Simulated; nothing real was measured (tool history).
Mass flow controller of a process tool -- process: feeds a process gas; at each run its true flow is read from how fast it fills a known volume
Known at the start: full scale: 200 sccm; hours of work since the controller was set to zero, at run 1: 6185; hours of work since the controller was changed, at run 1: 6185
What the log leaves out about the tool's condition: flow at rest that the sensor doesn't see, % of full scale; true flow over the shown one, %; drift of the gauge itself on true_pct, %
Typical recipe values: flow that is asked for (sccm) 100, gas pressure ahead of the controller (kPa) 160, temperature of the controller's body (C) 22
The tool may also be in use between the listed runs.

| run | day | flow that is asked for (sccm) | gas pressure ahead of the controller (kPa) | temperature of the controller's body (C) | hours of work since the controller was set to zero | hours of work since the controller was changed | true flow (%) |
|---|---|---|---|---|---|---|---|
| 1 | 0.000 | 100 | 160 | 22 | 6185 | 6185 | 99.74 |
| 2 | 9.279 | 100 | 160 | 22 | 6353 | 6353 | 99.87 |
| 3 | 17.517 | 100 | 160 | 22 | 6502 | 6502 | 99.77 |
| 4 | 25.204 | 100 | 160 | 22 | 6642 | 6642 | 99.97 |
| 5 | 32.192 | 100 | 160 | 22 | 6769 | 6769 | 99.96 |
| 6 | 40.958 | 100 | 160 | 22 | 6928 | 6928 | 100.19 |
| 7 | 50.896 | 140 | 160 | 22 | 7108 | 7108 | 100.23 |

The next listed run, before its measurement:
| 8 | 63.521 | 136 | 194 | 34 | 7337 | 7337 | ? |

true flow (%): 101.14
Without the tool's hidden state the same run would have given true flow (%) 99.36.

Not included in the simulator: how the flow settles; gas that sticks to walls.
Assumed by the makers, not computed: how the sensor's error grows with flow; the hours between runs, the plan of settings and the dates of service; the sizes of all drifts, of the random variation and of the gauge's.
